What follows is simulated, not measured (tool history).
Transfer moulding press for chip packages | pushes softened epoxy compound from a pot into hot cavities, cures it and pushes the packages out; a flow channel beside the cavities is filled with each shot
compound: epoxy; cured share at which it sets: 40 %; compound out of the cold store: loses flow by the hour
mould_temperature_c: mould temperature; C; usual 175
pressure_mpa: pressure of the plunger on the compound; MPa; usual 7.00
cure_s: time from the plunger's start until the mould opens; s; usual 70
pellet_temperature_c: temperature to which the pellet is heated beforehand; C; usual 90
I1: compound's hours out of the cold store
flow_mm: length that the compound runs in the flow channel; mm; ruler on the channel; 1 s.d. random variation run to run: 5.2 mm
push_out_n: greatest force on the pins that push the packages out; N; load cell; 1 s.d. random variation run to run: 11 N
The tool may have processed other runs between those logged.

Run 1, day 0.000: usual settings; I1 34.0. Result: flow_mm 510 mm, push_out_n 506 N.
At day 1.042: cavities cleaned with cleaning compound and waxed.
At day 2.233: plunger's sealing rings changed.
At day 2.329: cavities cleaned with cleaning compound and waxed.
Run 2, day 2.329: usual settings; I1 35.0. Result: flow_mm 520 mm, push_out_n 500 N.
At day 3.496: cavities cleaned with cleaning compound and waxed.
At day 4.754: cavities cleaned with cleaning compound and waxed.
Run 3, day 4.775: usual settings but pellet_temperature_c 99 C; I1 19.6. Result: flow_mm 542 mm, push_out_n 476 N.
At day 6.042: cavities cleaned with cleaning compound and waxed.
At day 7.283: cavities cleaned with cleaning compound and waxed.
Run 4, day 7.438: usual settings; I1 12.5. Result: flow_mm 571 mm, push_out_n 538 N.
At day 8.575: cavities cleaned with cleaning compound and waxed.
Run 5, day 9.588: usual settings; I1 31.6. Result: flow_mm 515 mm, push_out_n 503 N.
At day 9.825: cavities cleaned with cleaning compound and waxed.
At day 11.042: cavities cleaned with cleaning compound and waxed.
Run 6, day 11.667: usual settings but mould_temperature_c 170 C; I1 17.5. Result: flow_mm 565 mm, push_out_n 681 N.
At day 12.242: cavities cleaned with cleaning compound and waxed.
At day 13.575: cavities cleaned with cleaning compound and waxed.
Run 7, day 14.262: usual settings but mould_temperature_c 170 C; I1 25.0. Result: flow_mm 552 mm, push_out_n 659 N.
At day 14.883: cavities cleaned with cleaning compound and waxed.
At day 16.054: cavities cleaned with cleaning compound and waxed.
At day 16.825: plunger's sealing rings changed.
Run 8, day 16.825: usual settings but pressure_mpa 6.94 MPa; I1 36.4. Result: flow_mm 509 mm, push_out_n 497 N.
At day 17.421: cavities cleaned with cleaning compound and waxed.
Run 9, day 17.992: usual settings but pressure_mpa 6.94 MPa; I1 23.9. Result: flow_mm 539 mm, push_out_n 500 N.
At day 18.646: cavities cleaned with cleaning compound and waxed.
At day 19.862: cavities cleaned with cleaning compound and waxed.
Run 10, day 20.254: usual settings but mould_temperature_c 179 C, pressure_mpa 6.94 MPa; I1 15.6. Result: flow_mm 547 mm, push_out_n 432 N.
At day 21.092: cavities cleaned with cleaning compound and waxed.
Run 11, day 21.912: usual settings but mould_temperature_c 179 C, pressure_mpa 6.94 MPa; I1 14.9. Result: flow_mm 559 mm, push_out_n 437 N.
At day 22.350: cavities cleaned with cleaning compound and waxed.
At day 22.629: mould's thermocouples calibrated.
At day 23.608: cavities cleaned with cleaning compound and waxed.
Run 12, day 23.929: usual settings but mould_temperature_c 179 C, pressure_mpa 6.94 MPa; I1 19.2. Result: flow_mm 532 mm, push_out_n 444 N.
At day 24.792: cavities cleaned with cleaning compound and waxed.
Run 13, day 25.804: usual settings but mould_temperature_c 179 C; I1 17.6. Result: flow_mm 557 mm, push_out_n 423 N.
At day 26.067: cavities cleaned with cleaning compound and waxed.
At day 27.254: cavities cleaned with cleaning compound and waxed.
Run 14, day 27.858: usual settings but mould_temperature_c 179 C; I1 10.9. Result: flow_mm 569 mm, push_out_n 436 N.
At day 28.438: cavities cleaned with cleaning compound and waxed.
At day 29.612: cavities cleaned with cleaning compound and waxed.
Run 15, day 30.004: usual settings but mould_temperature_c 179 C; I1 8.6. Result: flow_mm 565 mm, push_out_n 447 N.
At day 30.933: cavities cleaned with cleaning compound and waxed.
At day 31.567: plunger's sealing rings changed.
At day 32.354: cavities cleaned with cleaning compound and waxed.
Run 16, day 32.362: usual settings but mould_temperature_c 179 C, pressure_mpa 6.45 MPa; I1 35.6. Result: flow_mm 489 mm, push_out_n 425 N.
At day 33.525: cavities cleaned with cleaning compound and waxed.
Run 17, day 34.183: usual settings but mould_temperature_c 179 C, pressure_mpa 6.45 MPa; I1 32.1. Result: flow_mm 498 mm, push_out_n 423 N.
At day 34.725: cavities cleaned with cleaning compound and waxed.
At day 35.954: cavities cleaned with cleaning compound and waxed.
Run 18, day 36.183: usual settings but mould_temperature_c 179 C; I1 13.4. Result: flow_mm 566 mm, push_out_n 441 N.
At day 37.250: cavities cleaned with cleaning compound and waxed.
Run 19, day 38.279: usual settings but mould_temperature_c 179 C; I1 13.8. Result: flow_mm 560 mm, push_out_n 450 N.
At day 38.483: cavities cleaned with cleaning compound and waxed.
At day 39.642: cavities cleaned with cleaning compound and waxed.
Run 20, day 40.717: usual settings but mould_temperature_c 179 C; I1 21.2. Result: flow_mm 545 mm, push_out_n 447 N.
At day 40.933: cavities cleaned with cleaning compound and waxed.
At day 42.258: cavities cleaned with cleaning compound and waxed.
Run 21, day 42.733: usual settings but cure_s 71 s, pellet_temperature_c 85 C; I1 37.3. Result: flow_mm 511 mm, push_out_n 484 N.
At day 43.438: cavities cleaned with cleaning compound and waxed.
At day 44.633: cavities cleaned with cleaning compound and waxed.
Run 22, day 44.896: usual settings but cure_s 71 s, pellet_temperature_c 85 C; I1 18.4. Result: flow_mm 551 mm, push_out_n 504 N.
At day 45.921: cavities cleaned with cleaning compound and waxed.
At day 46.208: plunger's sealing rings changed.
Run 23, day 46.767: usual settings but pressure_mpa 6.51 MPa, cure_s 52 s, pellet_temperature_c 85 C; I1 13.6. Result: flow_mm 555 mm, push_out_n 1192 N.
At day 47.254: cavities cleaned with cleaning compound and waxed.
At day 48.579: cavities cleaned with cleaning compound and waxed.
Run 24, day 48.996: usual settings but mould_temperature_c 168 C, pressure_mpa 8.59 MPa, cure_s 103 s, pellet_temperature_c 85 C; I1 31.7. Result: flow_mm 590 mm, push_out_n 391 N.
At day 49.838: cavities cleaned with cleaning compound and waxed.
Run 25, day 50.150: usual settings but pressure_mpa 5.69 MPa; I1 22.7. Result: flow_mm 489 mm, push_out_n 496 N.
At day 51.092: cavities cleaned with cleaning compound and waxed.
Run 26, day 51.404: usual settings but pressure_mpa 6.63 MPa, cure_s 94 s; I1 27.6. Result: flow_mm 516 mm, push_out_n 393 N.

Alternative continuations, all from the tool just after run 26; predict every row:
At day 52.354: cavities cleaned with cleaning compound and waxed.
Run A, day 53.108: usual settings but mould_temperature_c 181 C, pressure_mpa 8.65 MPa, cure_s 91 s; I1 42.2. Result: flow_mm ?, push_out_n ?.
At day 52.354: cavities cleaned with cleaning compound and waxed.
Run B, day 53.108: usual settings but pressure_mpa 7.28 MPa, cure_s 53 s, pellet_temperature_c 91 C; I1 10.9. Result: flow_mm ?, push_out_n ?.
At day 52.354: cavities cleaned with cleaning compound and waxed.
Run C, day 53.108: usual settings but pressure_mpa 5.35 MPa; I1 19.2. Result: flow_mm ?, push_out_n ?.

run  flow_mm  push_out_n
  A      555         391
  B      586        1073
  C      477         514
With no hidden state in the tool, these same runs would have given:
run  flow_mm  push_out_n
  A      555         386
  B      587        1060
  C      478         508
